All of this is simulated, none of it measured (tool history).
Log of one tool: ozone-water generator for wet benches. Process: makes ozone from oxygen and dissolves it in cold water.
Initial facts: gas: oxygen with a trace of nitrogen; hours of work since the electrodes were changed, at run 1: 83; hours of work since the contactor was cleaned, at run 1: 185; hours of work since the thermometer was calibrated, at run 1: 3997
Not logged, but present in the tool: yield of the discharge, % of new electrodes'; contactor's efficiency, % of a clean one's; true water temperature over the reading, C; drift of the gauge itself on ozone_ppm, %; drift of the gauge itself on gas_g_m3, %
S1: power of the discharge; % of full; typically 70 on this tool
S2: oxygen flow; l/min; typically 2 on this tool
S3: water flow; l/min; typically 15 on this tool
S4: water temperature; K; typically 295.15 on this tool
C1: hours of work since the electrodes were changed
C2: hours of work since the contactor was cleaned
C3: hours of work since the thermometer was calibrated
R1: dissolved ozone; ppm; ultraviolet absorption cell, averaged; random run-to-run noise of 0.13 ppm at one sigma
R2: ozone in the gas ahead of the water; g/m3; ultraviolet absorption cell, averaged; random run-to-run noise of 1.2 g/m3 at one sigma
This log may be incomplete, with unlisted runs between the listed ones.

run,hour,S1,S2,S3,S4,C1,C2,C3,R1,R2
1,0,70,2,15,295.15,83,185,3997,14.2,212.8
2,24.5,70,2,15,295.15,105,207,4019,14,212
3,69.8,70,2,15,295.15,144,246,4058,14.3,213.9
4,104.8,70,2,15,295.15,175,277,4089,14.3,213.5
5,127.8,70,2,15,295.15,195,297,4109,14.4,213.9
6,161.3,70,2,15,295.15,224,326,4138,14,214.9
7,192.9,70,2,15,295.15,252,354,4166,14.1,214.4
8,212.6,70,2,15,295.15,269,371,4183,14.3,213.9
9,247.1,70,2,15,295.15,299,401,4213,14.2,213.3
10,289.6,70,2,15,295.15,336,438,4250,14.2,215.4
11,325.8,70,2,15,295.15,368,470,4282,14,216.1
12,360.5,77,2,15,295.15,398,500,4312,15.1,228.6
# hour 402.7: water thermometer calibrated
13,405.9,77,2,15,295.15,437,540,3,14.9,228.9
14,437.8,70,2,10,295.15,465,568,31,20.4,215.2
15,476.1,55,1.79,9,295.15,499,601,64,19,196.9
16,513.3,55,2.96,16,295.15,531,634,97,12.2,154.2
17,558.4,61,3.46,18,295.15,571,673,136,11.7,152.5
18,581.5,75,3.31,11,293.15,591,693,156,20.6,176.9
19,623.2,75,1.8,11,293.15,627,730,193,19.9,238.2
20,666.2,70,2,15,290.15,665,767,230,14.9,217.5
21,701.3,70,1.3,10,299.15,695,798,261,18.3,271
22,746.2,68,3.32,11,294.15,735,837,300,19.1,166.4
23,782.7,90,3.32,11,294.15,767,869,332,22.8,199.3
24,808.2,90,3.32,24,294.15,789,891,354,11.5,197.6
# hour 813.4: gauge calibrated
25,852.4,90,3.32,24,294.15,828,930,393,11.3,193.2

Branching from run 25: 3 alternative next runs. What would each branch give?
A,891.9,85,2,13,295.15,862,964,427,?,?
B,891.9,90,2.42,11,294.15,862,964,427,?,?
C,891.9,54,3.32,16,294.15,862,964,427,?,?

run,R1,R2
A,18.1,240.1
B,22.5,224.6
C,11.9,142.4
With no hidden state in the tool, these same runs would have given:
run,R1,R2
A,18.1,239.5
B,22.5,224.1
C,11.9,142

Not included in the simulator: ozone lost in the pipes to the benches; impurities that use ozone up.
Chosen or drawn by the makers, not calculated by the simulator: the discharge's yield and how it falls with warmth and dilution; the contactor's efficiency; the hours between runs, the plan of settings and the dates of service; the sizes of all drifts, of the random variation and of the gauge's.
